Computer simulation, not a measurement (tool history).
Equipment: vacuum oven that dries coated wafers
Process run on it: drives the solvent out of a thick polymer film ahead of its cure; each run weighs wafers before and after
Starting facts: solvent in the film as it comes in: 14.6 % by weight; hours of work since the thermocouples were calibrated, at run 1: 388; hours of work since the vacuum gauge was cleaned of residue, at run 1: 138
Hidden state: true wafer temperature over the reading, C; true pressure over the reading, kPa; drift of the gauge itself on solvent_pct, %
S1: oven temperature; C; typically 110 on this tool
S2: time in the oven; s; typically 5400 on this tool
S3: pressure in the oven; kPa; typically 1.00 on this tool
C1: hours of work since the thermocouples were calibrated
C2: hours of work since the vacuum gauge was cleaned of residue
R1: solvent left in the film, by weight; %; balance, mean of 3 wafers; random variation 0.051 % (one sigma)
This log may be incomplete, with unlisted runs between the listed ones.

run,hour,S1,S2,S3,C1,C2,R1
1,0.0,110,5400,1.00,388,138,1.40
2,6.7,110,5400,1.00,391,141,1.32
3,17.0,110,5400,1.00,395,145,1.33
4,23.4,110,5400,1.00,397,148,1.34
5,32.4,110,5400,3.14,401,151,2.56
6,38.3,110,5400,1.00,404,154,1.27
7,52.0,121,5400,1.00,409,159,0.59
8,59.7,121,5400,1.00,412,163,0.55
9,73.0,121,5400,1.00,418,168,0.60
10,86.3,121,5400,3.67,423,174,1.80
11,93.4,121,5400,3.67,426,176,1.82
12,107.6,121,5400,3.67,432,182,1.81
13,116.1,121,5400,3.67,436,186,1.80
14,128.7,110,5400,1.00,441,191,1.31
15,140.4,102,5400,1.00,445,196,2.39
16,151.8,102,5400,1.00,450,200,2.39
17,158.6,110,5400,1.00,453,203,1.27
18,173.1,110,5400,1.00,459,209,1.32
19,180.1,110,5400,1.00,462,212,1.28
20,189.4,110,5400,0.70,466,216,1.13
21,203.0,110,5400,3.17,471,221,2.65
22,213.0,110,5400,1.00,475,226,1.29
23,223.0,110,5400,1.00,479,230,1.32
24,230.7,110,5400,1.00,483,233,1.38
25,237.9,110,5880,2.62,486,236,2.22
26,251.2,110,5880,2.62,491,241,2.23
27,258.7,107,6060,2.28,494,244,2.29
28,270.6,112,4980,1.78,499,249,1.74
29,281.6,112,4980,1.78,503,254,1.78
30,295.0,106,5400,1.85,509,259,2.40
31,303.5,98,9300,0.84,512,263,1.64
32,311.2,103,9300,0.84,516,266,1.05
33,323.1,118,9300,0.74,520,271,0.52
34,331.7,107,7260,1.70,524,274,1.72
35,343.8,97,5400,2.61,529,279,4.70
36,355.8,112,5760,1.58,534,284,1.35

What will run 37 give?
37,364.8,112,5760,1.58,538,288,?

R1: 1.46 %
Minus the tool's unlogged condition, the same run would have read R1 1.30 %.
